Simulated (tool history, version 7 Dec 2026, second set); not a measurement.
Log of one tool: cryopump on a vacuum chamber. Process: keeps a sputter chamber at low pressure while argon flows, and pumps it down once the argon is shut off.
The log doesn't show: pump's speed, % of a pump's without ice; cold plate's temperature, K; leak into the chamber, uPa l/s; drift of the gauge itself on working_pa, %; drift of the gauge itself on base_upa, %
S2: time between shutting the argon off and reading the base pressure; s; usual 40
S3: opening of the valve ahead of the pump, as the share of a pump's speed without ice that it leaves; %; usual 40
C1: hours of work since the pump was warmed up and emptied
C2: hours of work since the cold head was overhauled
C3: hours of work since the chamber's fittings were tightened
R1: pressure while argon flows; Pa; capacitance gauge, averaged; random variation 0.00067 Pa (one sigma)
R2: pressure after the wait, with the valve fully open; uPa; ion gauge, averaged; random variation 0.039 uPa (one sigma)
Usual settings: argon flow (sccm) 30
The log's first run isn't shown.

Run 2, day 2.042: usual settings; C1 938; C2 938; C3 1930. Result: R1 0.1173 Pa, R2 5.20 uPa.
Run 3, day 3.833: usual settings; C1 962; C2 962; C3 1954. Result: R1 0.1182 Pa, R2 5.29 uPa.
Run 4, day 5.979: usual settings; C1 991; C2 991; C3 1982. Result: R1 0.1171 Pa, R2 5.31 uPa.
Run 5, day 8.125: usual settings but S2 224 s; C1 1020; C2 1020; C3 2011. Result: R1 0.1179 Pa, R2 3.70 uPa.
Run 6, day 10.067: usual settings but S2 224 s; C1 1046; C2 1046; C3 2037. Result: R1 0.1190 Pa, R2 3.86 uPa.
Run 7, day 12.329: usual settings; C1 1076; C2 1076; C3 2067. Result: R1 0.1185 Pa, R2 5.56 uPa.
Run 8, day 13.942: usual settings; C1 1097; C2 1097; C3 2089. Result: R1 0.1196 Pa, R2 5.57 uPa.
Run 9, day 15.300: usual settings; C1 1116; C2 1116; C3 2107. Result: R1 0.1190 Pa, R2 5.58 uPa.
Run 10, day 17.654: usual settings but S3 33 %; C1 1147; C2 1147; C3 2138. Result: R1 0.1420 Pa, R2 5.49 uPa.
At day 18.925: pump warmed up, emptied and cooled again.
Run 11, day 18.925: usual settings but argon flow (sccm) 41; C1 0; C2 1161; C3 2153. Result: R1 0.1528 Pa, R2 4.97 uPa.
Run 12, day 21.233: usual settings but argon flow (sccm) 12; C1 31; C2 1192; C3 2183. Result: R1 0.0436 Pa, R2 5.14 uPa.
Run 13, day 22.721: usual settings but argon flow (sccm) 12; C1 51; C2 1212; C3 2203. Result: R1 0.0439 Pa, R2 5.04 uPa.
Run 14, day 24.171: usual settings but argon flow (sccm) 12; C1 70; C2 1231; C3 2223. Result: R1 0.0449 Pa, R2 5.16 uPa.
At day 26.642: leaking fittings of the chamber tightened, without venting.
Run 15, day 26.642: usual settings but S2 83 s; C1 102; C2 1263; C3 0. Result: R1 0.1123 Pa, R2 1.30 uPa.
Run 16, day 28.212: usual settings but S2 83 s; C1 123; C2 1284; C3 21. Result: R1 0.1123 Pa, R2 1.28 uPa.
Run 17, day 29.833: usual settings but S2 83 s; C1 145; C2 1306; C3 43. Result: R1 0.1122 Pa, R2 1.32 uPa.
Run 18, day 31.088: usual settings but S3 29 %; C1 161; C2 1323; C3 59. Result: R1 0.1561 Pa, R2 2.43 uPa.
Run 19, day 32.138: usual settings but argon flow (sccm) 24, S2 64 s, S3 21 %; C1 176; C2 1337; C3 73. Result: R1 0.1674 Pa, R2 1.61 uPa.
Run 20, day 34.142: usual settings but argon flow (sccm) 24, S2 64 s, S3 21 %; C1 202; C2 1363; C3 100. Result: R1 0.1696 Pa, R2 1.72 uPa.
Run 21, day 35.721: usual settings but argon flow (sccm) 24, S2 64 s, S3 21 %; C1 223; C2 1385; C3 121. Result: R1 0.1708 Pa, R2 1.81 uPa.
Run 22, day 36.946: usual settings but argon flow (sccm) 35; C1 240; C2 1401; C3 138. Result: R1 0.1308 Pa, R2 2.50 uPa.
Run 23, day 38.679: usual settings but argon flow (sccm) 35; C1 263; C2 1424; C3 161. Result: R1 0.1328 Pa, R2 2.43 uPa.
Run 24, day 40.308: usual settings but argon flow (sccm) 35; C1 285; C2 1446; C3 183. Result: R1 0.1320 Pa, R2 2.55 uPa.
Run 25, day 41.792: usual settings but argon flow (sccm) 35; C1 305; C2 1466; C3 202. Result: R1 0.1318 Pa, R2 2.62 uPa.
Run 26, day 43.425: usual settings but argon flow (sccm) 35; C1 326; C2 1488; C3 224. Result: R1 0.1316 Pa, R2 2.58 uPa.

Run 27 comes next. What will it give?
Run 27, day 45.792: usual settings but argon flow (sccm) 35; C1 358; C2 1519; C3 256. Result: R1 ?, R2 ?.

Run 27 gave R1 0.1325 Pa, R2 2.67 uPa.
Without the tool's hidden state the same run would have given R1 0.1287 Pa, R2 2.26 uPa.

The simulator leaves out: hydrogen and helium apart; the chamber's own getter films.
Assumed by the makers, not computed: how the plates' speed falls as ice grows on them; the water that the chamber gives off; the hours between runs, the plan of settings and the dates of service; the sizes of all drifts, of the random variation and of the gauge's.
